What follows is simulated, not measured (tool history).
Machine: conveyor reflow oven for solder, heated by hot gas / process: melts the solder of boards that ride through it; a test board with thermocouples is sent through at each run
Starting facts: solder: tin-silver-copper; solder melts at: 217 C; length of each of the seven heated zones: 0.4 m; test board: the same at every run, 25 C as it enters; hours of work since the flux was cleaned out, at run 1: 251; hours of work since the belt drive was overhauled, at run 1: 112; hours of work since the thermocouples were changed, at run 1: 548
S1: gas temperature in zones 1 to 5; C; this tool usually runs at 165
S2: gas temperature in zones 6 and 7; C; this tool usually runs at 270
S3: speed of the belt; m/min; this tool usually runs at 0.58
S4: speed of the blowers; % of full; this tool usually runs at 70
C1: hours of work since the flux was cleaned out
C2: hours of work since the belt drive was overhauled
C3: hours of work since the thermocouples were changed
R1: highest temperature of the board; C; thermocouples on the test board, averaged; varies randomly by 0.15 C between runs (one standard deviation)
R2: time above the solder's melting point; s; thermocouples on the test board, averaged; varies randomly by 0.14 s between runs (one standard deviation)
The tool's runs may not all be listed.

{"run": 1, "day": 0.0, "S1": 165, "S2": 270, "S3": 0.58, "S4": 70, "C1": 251, "C2": 112, "C3": 548, "R1": 250.8, "R2": 57.1}
{"run": 2, "day": 0.338, "S1": 165, "S2": 270, "S3": 0.58, "S4": 70, "C1": 255, "C2": 116, "C3": 552, "R1": 250.9, "R2": 56.7}
{"run": 3, "day": 0.808, "S1": 165, "S2": 270, "S3": 0.58, "S4": 69, "C1": 262, "C2": 123, "C3": 559, "R1": 250.7, "R2": 56.5}
{"run": 4, "day": 1.288, "S1": 165, "S2": 270, "S3": 0.51, "S4": 70, "C1": 268, "C2": 129, "C3": 565, "R1": 255.1, "R2": 70.1}
{"run": 5, "day": 1.675, "S1": 165, "S2": 270, "S3": 0.51, "S4": 70, "C1": 273, "C2": 134, "C3": 570, "R1": 255.2, "R2": 70}
{"day": 2.104, "done": "flux residue cleaned out of gas plates and filters"}
{"run": 6, "day": 2.317, "S1": 165, "S2": 270, "S3": 0.58, "S4": 72, "C1": 3, "C2": 140, "C3": 576, "R1": 251.5, "R2": 57.6}
{"run": 7, "day": 2.65, "S1": 165, "S2": 270, "S3": 0.58, "S4": 72, "C1": 7, "C2": 145, "C3": 581, "R1": 251.6, "R2": 57.9}
{"run": 8, "day": 2.908, "S1": 165, "S2": 270, "S3": 0.58, "S4": 72, "C1": 11, "C2": 148, "C3": 584, "R1": 251.5, "R2": 57.9}
{"run": 9, "day": 3.258, "S1": 165, "S2": 270, "S3": 0.471, "S4": 70, "C1": 16, "C2": 153, "C3": 589, "R1": 257.5, "R2": 78.4}
{"run": 10, "day": 3.633, "S1": 165, "S2": 270, "S3": 0.58, "S4": 60, "C1": 21, "C2": 158, "C3": 594, "R1": 246.9, "R2": 52.8}
{"run": 11, "day": 3.971, "S1": 165, "S2": 270, "S3": 0.58, "S4": 60, "C1": 25, "C2": 163, "C3": 599, "R1": 247.1, "R2": 52.6}
{"run": 12, "day": 4.308, "S1": 165, "S2": 270, "S3": 0.58, "S4": 60, "C1": 30, "C2": 167, "C3": 603, "R1": 247, "R2": 52.7}
{"run": 13, "day": 4.512, "S1": 165, "S2": 270, "S3": 0.511, "S4": 70, "C1": 32, "C2": 170, "C3": 606, "R1": 255.3, "R2": 69.8}
{"run": 14, "day": 4.883, "S1": 173, "S2": 270, "S3": 0.498, "S4": 55, "C1": 37, "C2": 175, "C3": 611, "R1": 252.4, "R2": 71.2}
{"run": 15, "day": 5.079, "S1": 178, "S2": 263, "S3": 0.514, "S4": 55, "C1": 40, "C2": 177, "C3": 614, "R1": 246.2, "R2": 65.3}
{"run": 16, "day": 5.321, "S1": 178, "S2": 263, "S3": 0.514, "S4": 55, "C1": 43, "C2": 181, "C3": 617, "R1": 246.2, "R2": 65.1}
{"run": 17, "day": 5.658, "S1": 178, "S2": 263, "S3": 0.514, "S4": 55, "C1": 48, "C2": 185, "C3": 621, "R1": 246.4, "R2": 65.1}
{"run": 18, "day": 5.875, "S1": 165, "S2": 261, "S3": 0.527, "S4": 70, "C1": 51, "C2": 188, "C3": 624, "R1": 246.1, "R2": 59.7}
{"run": 19, "day": 6.321, "S1": 165, "S2": 270, "S3": 0.58, "S4": 89, "C1": 57, "C2": 194, "C3": 630, "R1": 255.9, "R2": 62.6}
{"run": 20, "day": 6.788, "S1": 165, "S2": 270, "S3": 0.613, "S4": 89, "C1": 63, "C2": 200, "C3": 636, "R1": 254.2, "R2": 57.5}
{"run": 21, "day": 7.188, "S1": 165, "S2": 270, "S3": 0.613, "S4": 89, "C1": 68, "C2": 206, "C3": 642, "R1": 254.2, "R2": 57.3}
{"run": 22, "day": 7.621, "S1": 165, "S2": 270, "S3": 0.613, "S4": 89, "C1": 74, "C2": 212, "C3": 648, "R1": 254.5, "R2": 57.2}
{"run": 23, "day": 7.821, "S1": 150, "S2": 265, "S3": 0.613, "S4": 89, "C1": 77, "C2": 214, "C3": 650, "R1": 247.5, "R2": 48.1}
{"run": 24, "day": 8.058, "S1": 176, "S2": 259, "S3": 0.658, "S4": 69, "C1": 80, "C2": 218, "C3": 654, "R1": 239.1, "R2": 42.4}
{"run": 25, "day": 8.375, "S1": 165, "S2": 270, "S3": 0.58, "S4": 57, "C1": 84, "C2": 222, "C3": 658, "R1": 245.9, "R2": 51.1}
{"run": 26, "day": 8.679, "S1": 165, "S2": 270, "S3": 0.58, "S4": 57, "C1": 89, "C2": 226, "C3": 662, "R1": 246, "R2": 51.2}

4 ways to go on from here, each from the tool as it stands after run 26. What would each give?
{"run": "A", "day": 9.042, "S1": 178, "S2": 270, "S3": 0.58, "S4": 57, "C1": 93, "C2": 231, "C3": 667, "R1": "?", "R2": "?"}
{"run": "B", "day": 9.042, "S1": 165, "S2": 270, "S3": 0.58, "S4": 51, "C1": 93, "C2": 231, "C3": 667, "R1": "?", "R2": "?"}
{"run": "C", "day": 9.042, "S1": 165, "S2": 270, "S3": 0.522, "S4": 57, "C1": 93, "C2": 231, "C3": 667, "R1": "?", "R2": "?"}
{"run": "D", "day": 9.042, "S1": 177, "S2": 270, "S3": 0.571, "S4": 87, "C1": 93, "C2": 231, "C3": 667, "R1": "?", "R2": "?"}

run=A R1=248.8 R2=59.1
run=B R1=243.1 R2=47.3
run=C R1=249.9 R2=62.4
run=D R1=257.8 R2=68.7
With no hidden state in the tool, these same runs would have given:
run=A R1=248.8 R2=59.1
run=B R1=243.1 R2=47.4
run=C R1=250 R2=62.4
run=D R1=257.9 R2=68.7
